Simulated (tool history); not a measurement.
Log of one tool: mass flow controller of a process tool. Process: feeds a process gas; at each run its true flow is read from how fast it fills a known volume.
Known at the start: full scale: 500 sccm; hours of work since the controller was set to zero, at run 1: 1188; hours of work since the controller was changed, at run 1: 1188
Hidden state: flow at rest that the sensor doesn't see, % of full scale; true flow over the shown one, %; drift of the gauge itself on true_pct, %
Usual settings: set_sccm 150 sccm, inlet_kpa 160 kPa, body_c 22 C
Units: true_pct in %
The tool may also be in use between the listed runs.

run    hour  set_sccm  inlet_kpa  body_c  hours of work since the controller was set to zero  hours of work since the controller was changed  true_pct
  1       0       150        160      22                                                1188                                            1188     98.59
  2   250.1       150        160      22                                                1270                                            1270     98.45
  3   451.9       150        220      22                                                1336                                            1336     98.34
  4   689.7        68        160      22                                                1413                                            1413     98.29
  5   864.3       150        184      22                                                1470                                            1470     98.57
  6  1019.2       150        184      22                                                1520                                            1520     98.46
  7    1135       150        160      22                                                1558                                            1558     98.57
  8  1335.2       150        160      22                                                1623                                            1623     98.55
  9  1544.5       150        173      22                                                1692                                            1692      98.6
 10  1709.4       150        173      22                                                1745                                            1745      98.5
 11  1944.1       150        173      22                                                1822                                            1822     98.49
 12  2212.5       150        173      36                                                1909                                            1909     99.07
 13  2430.9       150        173      36                                                1981                                            1981     99.15
 14  2702.6       150        160      22                                                2069                                            2069     98.62
 15  2973.3       150        160      22                                                2157                                            2157     98.53
 16  3149.4       151        160      22                                                2215                                            2215     98.51
 17  3410.3       151        160      22                                                2300                                            2300     98.56
 18  3672.2       151        160      22                                                2385                                            2385     98.59
 19  3799.9       151        160      22                                                2427                                            2427     98.69
 20  3928.5       150        160      22                                                2469                                            2469     98.52
 21  4129.6       150        160      22                                                2534                                            2534      98.5
 22  4368.6       150        160      22                                                2612                                            2612     98.63
 23  4565.5       128        160      22                                                2677                                            2677     98.54
 24  4811.2       128        201      22                                                2757                                            2757     98.38
 25  5050.7       128        201      22                                                2835                                            2835     98.41
 26  5281.9       150        202      30                                                2910                                            2910     98.76
 27  5525.3        52        191      37                                                2989                                            2989     98.68
 28  5690.5        53        229      22                                                3043                                            3043     98.05
 29  5946.5       150        215      22                                                3127                                            3127      98.5
 30  6215.6       250        195      27                                                3214                                            3214     99.06
 31    6486       250        195      27                                                3303                                            3303        99
 32  6701.3        92        169      21                                                3373                                            3373     98.14
 33  6818.7        92        169      21                                                3411                                            3411     98.27
 34  7034.6       160        146      27                                                3481                                            3481      98.8
 35  7213.7       160        146      27                                                3540                                            3540     98.97
 36  7450.9       160        146      27                                                3617                                            3617     98.97
 37  7643.9        64        236      25                                                3680                                            3680     98.16
 38    7837        64        236      25                                                3743                                            3743     98.12
 39  7974.5        64        236      25                                                3788                                            3788      98.1
 40    8219       314        143      27                                                3868                                            3868     99.73
 41  8366.1       314        265      22                                                3915                                            3915     98.97
 42    8568       140        234      26                                                3981                                            3981     98.34
 43  8800.2       140        234      26                                                4057                                            4057     98.47
 44  9029.2       140        234      26                                                4132                                            4132     98.52
 45  9208.2       150        163      22                                                4190                                            4190     98.63
 46  9448.5        80        159      30                                                4268                                            4268     98.64
 47  9656.5        80        159      30                                                4336                                            4336     98.81
 48  9778.8       150        145      20                                                4376                                            4376     98.63
 49  9993.2       114        160      22                                                4446                                            4446     98.57

4 ways to go on from here, each from the tool as it stands after run 49. What would each give?
  A  10135.4       150        160      30                                                4492                                            4492         ?
  B  10135.4       150        204      22                                                4492                                            4492         ?
  C  10135.4       150        141      22                                                4492                                            4492         ?
  D  10135.4       473        140      37                                                4492                                            4492         ?

run  true_pct
  A     98.85
  B     98.42
  C     98.62
  D    100.45
Without the tool's hidden state the same runs would have given:
run  true_pct
  A     98.84
  B     98.41
  C     98.61
  D    100.44

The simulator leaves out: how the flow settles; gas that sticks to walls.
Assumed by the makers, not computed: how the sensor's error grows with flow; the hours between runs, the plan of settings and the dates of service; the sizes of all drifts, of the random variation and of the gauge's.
